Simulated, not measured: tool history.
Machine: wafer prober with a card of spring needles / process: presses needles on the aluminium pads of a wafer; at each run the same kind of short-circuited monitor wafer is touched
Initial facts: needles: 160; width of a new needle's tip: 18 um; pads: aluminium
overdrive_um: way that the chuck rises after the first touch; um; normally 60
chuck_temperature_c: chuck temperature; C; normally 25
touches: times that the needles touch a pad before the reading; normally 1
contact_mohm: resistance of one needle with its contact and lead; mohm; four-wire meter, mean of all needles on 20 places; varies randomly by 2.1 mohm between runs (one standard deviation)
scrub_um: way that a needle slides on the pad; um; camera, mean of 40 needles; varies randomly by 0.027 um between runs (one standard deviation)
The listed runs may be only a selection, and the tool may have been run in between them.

run,day,overdrive_um,chuck_temperature_c,touches,contact_mohm,scrub_um
1,0,60,25,1,227,11.01
# day 0.279: tips cleaned on abrasive film
2,0.658,60,25,1,230,11.07
# day 0.971: tips cleaned on abrasive film
3,1.167,60,25,1,226,11.04
# day 1.646: tips cleaned on abrasive film
4,1.958,60,25,1,227,11.09
# day 2.329: tips cleaned on abrasive film
5,2.838,60,25,1,227,11.03
# day 3.004: tips cleaned on abrasive film
6,3.371,58,25,1,228,10.72
# day 3.696: tips cleaned on abrasive film
# day 3.788: height of the first contact set anew
7,4.262,58,25,1,230,10.74
# day 4.379: tips cleaned on abrasive film
# day 5.083: tips cleaned on abrasive film
8,5.183,50,94,3,246,9.3
# day 5.771: tips cleaned on abrasive film
9,5.775,60,113,1,252,11.08
# day 6.467: tips cleaned on abrasive film
10,6.6,47,37,2,231,8.68
# day 7.154: tips cleaned on abrasive film
11,7.154,47,66,3,237,8.7
# day 7.829: tips cleaned on abrasive film
12,8.104,76,52,2,233,14.09
# day 8.529: tips cleaned on abrasive film
13,8.679,42,25,3,230,7.78

Here are 5 independent what-if runs from the current tool condition. What would each one return?
# day 9.233: tips cleaned on abrasive film
A,9.471,57,48,2,?,?
# day 9.233: tips cleaned on abrasive film
B,9.471,51,38,2,?,?
# day 9.233: tips cleaned on abrasive film
C,9.471,69,25,2,?,?
# day 9.233: tips cleaned on abrasive film
D,9.471,45,112,2,?,?
# day 9.233: tips cleaned on abrasive film
E,9.471,42,29,3,?,?

run,contact_mohm,scrub_um
A,233,10.64
B,229,9.5
C,226,12.85
D,251,8.41
E,230,7.83
Take away the tool's hidden state, keep each run's random variation, and the runs would have read:
run,contact_mohm,scrub_um
A,233,10.51
B,229,9.39
C,226,12.7
D,251,8.31
E,230,7.74

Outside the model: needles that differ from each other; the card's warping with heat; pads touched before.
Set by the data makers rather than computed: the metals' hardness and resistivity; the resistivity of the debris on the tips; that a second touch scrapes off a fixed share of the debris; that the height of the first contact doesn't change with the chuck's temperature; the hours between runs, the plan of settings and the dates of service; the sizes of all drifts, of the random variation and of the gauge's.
